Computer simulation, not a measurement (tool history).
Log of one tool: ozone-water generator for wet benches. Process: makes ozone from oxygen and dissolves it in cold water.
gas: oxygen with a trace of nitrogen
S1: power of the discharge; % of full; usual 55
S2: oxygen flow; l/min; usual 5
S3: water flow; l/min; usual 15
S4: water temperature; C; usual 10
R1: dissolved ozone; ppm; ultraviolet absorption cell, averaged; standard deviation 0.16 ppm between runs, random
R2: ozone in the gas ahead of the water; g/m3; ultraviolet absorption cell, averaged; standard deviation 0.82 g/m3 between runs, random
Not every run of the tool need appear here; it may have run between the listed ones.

{"run": 1, "hour": 0.0, "S1": 55, "S2": 5, "S3": 15, "S4": 10, "R1": 19.5, "R2": 123.2}
{"run": 2, "hour": 158.3, "S1": 55, "S2": 5, "S3": 15, "S4": 10, "R1": 19.2, "R2": 124.4}
{"run": 3, "hour": 299.7, "S1": 55, "S2": 5, "S3": 15, "S4": 10, "R1": 19.3, "R2": 122.7}
{"run": 4, "hour": 406.9, "S1": 63, "S2": 5, "S3": 15, "S4": 10, "R1": 20.8, "R2": 134.2}
{"run": 5, "hour": 603.3, "S1": 55, "S2": 5, "S3": 15, "S4": 10, "R1": 19.3, "R2": 122.4}
{"run": 6, "hour": 729.8, "S1": 55, "S2": 6.81, "S3": 15, "S4": 10, "R1": 18.8, "R2": 102.4}
{"run": 7, "hour": 905.8, "S1": 55, "S2": 5, "S3": 15, "S4": 10, "R1": 19.1, "R2": 122.1}
{"hour": 1060.9, "done": "water thermometer calibrated"}
{"run": 8, "hour": 1093.7, "S1": 55, "S2": 6.95, "S3": 15, "S4": 10, "R1": 18.7, "R2": 100.4}
{"run": 9, "hour": 1292.2, "S1": 73, "S2": 5, "S3": 15, "S4": 10, "R1": 22.9, "R2": 148.2}
{"run": 10, "hour": 1491.2, "S1": 73, "S2": 5, "S3": 15, "S4": 10, "R1": 22.7, "R2": 147.3}
{"run": 11, "hour": 1613.0, "S1": 53, "S2": 5, "S3": 15, "S4": 10, "R1": 18.5, "R2": 116.8}
{"run": 12, "hour": 1797.9, "S1": 53, "S2": 5, "S3": 15, "S4": 10, "R1": 18.1, "R2": 120.3}
{"run": 13, "hour": 2001.4, "S1": 56, "S2": 6.4, "S3": 10, "S4": 5, "R1": 26.7, "R2": 106.3}
{"run": 14, "hour": 2121.0, "S1": 55, "S2": 5.88, "S3": 16, "S4": 10, "R1": 17.7, "R2": 109}
{"run": 15, "hour": 2288.6, "S1": 55, "S2": 3.54, "S3": 21, "S4": 10, "R1": 14, "R2": 148.7}
{"run": 16, "hour": 2434.1, "S1": 93, "S2": 3.54, "S3": 21, "S4": 10, "R1": 19.7, "R2": 212.6}
{"run": 17, "hour": 2635.7, "S1": 93, "S2": 3.54, "S3": 21, "S4": 10, "R1": 19.7, "R2": 210.8}
{"run": 18, "hour": 2796.0, "S1": 93, "S2": 3.54, "S3": 21, "S4": 10, "R1": 19.7, "R2": 209.7}
{"run": 19, "hour": 2935.5, "S1": 93, "S2": 3.54, "S3": 21, "S4": 10, "R1": 19.2, "R2": 207.2}
{"run": 20, "hour": 3102.1, "S1": 61, "S2": 3.54, "S3": 21, "S4": 18, "R1": 13.6, "R2": 159.6}
{"run": 21, "hour": 3297.2, "S1": 77, "S2": 6.74, "S3": 15, "S4": 10, "R1": 22.5, "R2": 125.3}
{"run": 22, "hour": 3450.3, "S1": 77, "S2": 6.74, "S3": 15, "S4": 10, "R1": 22.7, "R2": 124.5}
{"run": 23, "hour": 3558.6, "S1": 77, "S2": 6.74, "S3": 15, "S4": 10, "R1": 22.4, "R2": 125.3}

Difference, measured minus no-hidden-state, one row per run. Run-to-run variation is common to both terms; the gauge's own scatter need not be:
Unlogged tool condition in this case: yield of the discharge, % of new electrodes'; contactor's efficiency, % of a clean one's; true water temperature over the reading, C; drift of the gauge itself on ozone_ppm, %; drift of the gauge itself on gas_g_m3, %.
run=1 R1=-1.1 R2=-6.6
run=2 R1=-1.1 R2=-6.9
run=3 R1=-1.2 R2=-7
run=4 R1=-1.4 R2=-8.8
run=5 R1=-1.3 R2=-7.4
run=6 R1=-1.2 R2=-6.3
run=7 R1=-1.4 R2=-7.8
run=8 R1=-1.3 R2=-6.6
run=9 R1=-2 R2=-12.5
run=10 R1=-2.2 R2=-12.8
run=11 R1=-1.3 R2=-8
run=12 R1=-1.4 R2=-8.4
run=13 R1=-2.1 R2=-8
run=14 R1=-1.5 R2=-8.4
run=15 R1=-1.2 R2=-11.5
run=16 R1=-2.5 R2=-25.1
run=17 R1=-2.6 R2=-25.6
run=18 R1=-2.7 R2=-26
run=19 R1=-2.7 R2=-26.3
run=20 R1=-1.4 R2=-15.1
run=21 R1=-2.9 R2=-14.7
run=22 R1=-2.9 R2=-14.8
run=23 R1=-3 R2=-15.1

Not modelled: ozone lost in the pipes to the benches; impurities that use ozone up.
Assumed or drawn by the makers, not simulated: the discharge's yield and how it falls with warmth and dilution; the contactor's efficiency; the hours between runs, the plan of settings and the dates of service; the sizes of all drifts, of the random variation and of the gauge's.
